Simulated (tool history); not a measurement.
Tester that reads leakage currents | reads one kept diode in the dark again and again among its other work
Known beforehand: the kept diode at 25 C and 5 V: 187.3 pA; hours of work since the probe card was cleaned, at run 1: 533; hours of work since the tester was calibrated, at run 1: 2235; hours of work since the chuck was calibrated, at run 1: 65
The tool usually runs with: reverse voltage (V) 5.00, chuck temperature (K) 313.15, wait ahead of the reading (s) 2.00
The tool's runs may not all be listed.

run	hour	reverse voltage (V)	chuck temperature (K)	wait ahead of the reading (s)	hours of work since the probe card was cleaned	hours of work since the tester was calibrated	hours of work since the chuck was calibrated	current that the tester gives (pA)
1	0.0	5.00	313.15	2.00	533	2235	65	738.75
2	64.2	5.00	298.15	2.00	573	2275	106	190.33
3	119.1	14.08	313.15	2.00	608	2310	140	1223.23
4	192.0	5.00	315.15	2.00	654	2355	186	867.77
5	248.3	5.00	315.15	2.00	689	2391	222	859.58
6	288.9	1.29	321.15	0.70	715	2416	247	732.08
7	367.3	1.29	321.15	0.70	764	2466	296	729.81
8	411.4	1.29	321.15	0.70	792	2493	324	728.70
9	503.3	1.29	321.15	0.70	849	2551	382	728.55
10	569.4	6.04	305.15	1.93	891	2593	424	390.43

Run by run, hidden condition taken away, random variation retained:
What the log doesn't record here: stray current of the dirty probe card, pA a volt; current scale over the true one, %; true chuck temperature over the reading, C; drift of the gauge itself on leakage_pa, %.
run	current that the tester gives (pA)
1	738.14
2	188.70
3	1224.10
4	873.45
5	867.02
6	740.95
7	740.83
8	740.75
9	743.29
10	395.98

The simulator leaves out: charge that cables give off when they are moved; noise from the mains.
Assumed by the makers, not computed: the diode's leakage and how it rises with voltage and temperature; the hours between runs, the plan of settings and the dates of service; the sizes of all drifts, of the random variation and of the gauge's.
